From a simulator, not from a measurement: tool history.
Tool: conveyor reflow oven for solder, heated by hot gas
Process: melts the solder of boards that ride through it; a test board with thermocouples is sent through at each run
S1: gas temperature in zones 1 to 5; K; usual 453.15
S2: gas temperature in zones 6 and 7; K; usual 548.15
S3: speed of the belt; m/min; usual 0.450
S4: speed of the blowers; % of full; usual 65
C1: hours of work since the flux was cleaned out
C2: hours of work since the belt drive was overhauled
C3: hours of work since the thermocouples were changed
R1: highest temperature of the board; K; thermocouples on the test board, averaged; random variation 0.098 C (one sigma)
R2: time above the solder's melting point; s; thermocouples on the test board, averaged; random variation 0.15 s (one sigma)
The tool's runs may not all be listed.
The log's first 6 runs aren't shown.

| run | day | S1 | S2 | S3 | S4 | C1 | C2 | C3 | R1 | R2 |
|---|---|---|---|---|---|---|---|---|---|---|
| 7 | 1.921 | 464.15 | 548.15 | 0.450 | 65 | 119 | 82 | 190 | 538.00 | 100.1 |
| 8 | 2.225 | 464.15 | 548.15 | 0.450 | 65 | 123 | 86 | 194 | 538.05 | 100.0 |
| 9 | 2.554 | 464.15 | 548.15 | 0.450 | 80 | 128 | 91 | 199 | 540.32 | 101.2 |
| 10 | 2.962 | 464.15 | 548.15 | 0.450 | 80 | 133 | 97 | 204 | 540.03 | 101.2 |
| 11 | 3.354 | 464.15 | 548.15 | 0.450 | 80 | 139 | 102 | 210 | 539.99 | 101.3 |
| 12 | 3.658 | 464.15 | 548.15 | 0.450 | 77 | 143 | 106 | 214 | 539.82 | 100.7 |
| 13 | 4.079 | 453.15 | 548.15 | 0.450 | 65 | 149 | 112 | 220 | 536.59 | 93.2 |
| 14 | 4.358 | 453.15 | 548.15 | 0.450 | 65 | 153 | 116 | 224 | 536.53 | 93.3 |
| 15 | 4.612 | 453.15 | 548.15 | 0.450 | 85 | 156 | 120 | 227 | 539.88 | 96.1 |
|  | 5.104 | flux residue cleaned out of gas plates and filters |
| 16 | 5.171 | 453.15 | 548.15 | 0.450 | 65 | 1 | 125 | 232 | 536.39 | 93.4 |
| 17 | 5.392 | 455.15 | 548.15 | 0.479 | 65 | 4 | 128 | 235 | 535.20 | 87.2 |
| 18 | 5.733 | 445.15 | 548.15 | 0.444 | 65 | 9 | 132 | 240 | 535.83 | 90.2 |
| 19 | 6.138 | 463.15 | 548.15 | 0.410 | 65 | 14 | 138 | 246 | 539.96 | 110.8 |
| 20 | 6.462 | 463.15 | 548.15 | 0.410 | 65 | 19 | 143 | 250 | 539.88 | 110.6 |
| 21 | 6.704 | 463.15 | 548.15 | 0.410 | 65 | 22 | 146 | 253 | 539.85 | 110.5 |
| 22 | 7.088 | 447.15 | 543.15 | 0.461 | 65 | 28 | 151 | 259 | 530.58 | 83.8 |
| 23 | 7.454 | 447.15 | 548.15 | 0.461 | 85 | 33 | 156 | 264 | 538.68 | 90.1 |
| 24 | 7.646 | 453.15 | 548.15 | 0.375 | 85 | 35 | 159 | 267 | 543.06 | 118.2 |
| 25 | 7.958 | 453.15 | 562.15 | 0.371 | 85 | 40 | 163 | 271 | 556.62 | 125.8 |
| 26 | 8.262 | 468.15 | 548.15 | 0.371 | 85 | 44 | 168 | 275 | 544.02 | 127.6 |
| 27 | 8.667 | 458.15 | 548.15 | 0.373 | 65 | 50 | 173 | 281 | 541.20 | 120.1 |
| 28 | 9.012 | 456.15 | 548.15 | 0.450 | 75 | 54 | 178 | 286 | 538.73 | 96.5 |
| 29 | 9.450 | 445.15 | 545.15 | 0.452 | 75 | 61 | 184 | 292 | 534.52 | 88.3 |
| 30 | 9.646 | 453.15 | 548.15 | 0.488 | 65 | 63 | 187 | 294 | 534.32 | 84.2 |
| 31 | 10.021 | 462.15 | 554.15 | 0.439 | 56 | 69 | 192 | 300 | 542.04 | 103.7 |

4 ways to go on from here, each from the tool as it stands after run 31. What would each give?
| A | 10.312 | 453.15 | 548.15 | 0.450 | 52 | 73 | 196 | 304 | ? | ? |
| B | 10.312 | 462.15 | 554.15 | 0.537 | 73 | 73 | 196 | 304 | ? | ? |
| C | 10.312 | 453.15 | 548.15 | 0.515 | 73 | 73 | 196 | 304 | ? | ? |
| D | 10.312 | 462.15 | 543.15 | 0.439 | 56 | 73 | 196 | 304 | ? | ? |

| run | R1 | R2 |
|---|---|---|
| A | 533.72 | 90.7 |
| B | 540.01 | 83.3 |
| C | 534.45 | 79.8 |
| D | 532.11 | 97.3 |
Without the tool's hidden state the same runs would have given:
| run | R1 | R2 |
|---|---|---|
| A | 533.72 | 90.7 |
| B | 540.01 | 83.3 |
| C | 534.45 | 79.8 |
| D | 532.11 | 97.3 |
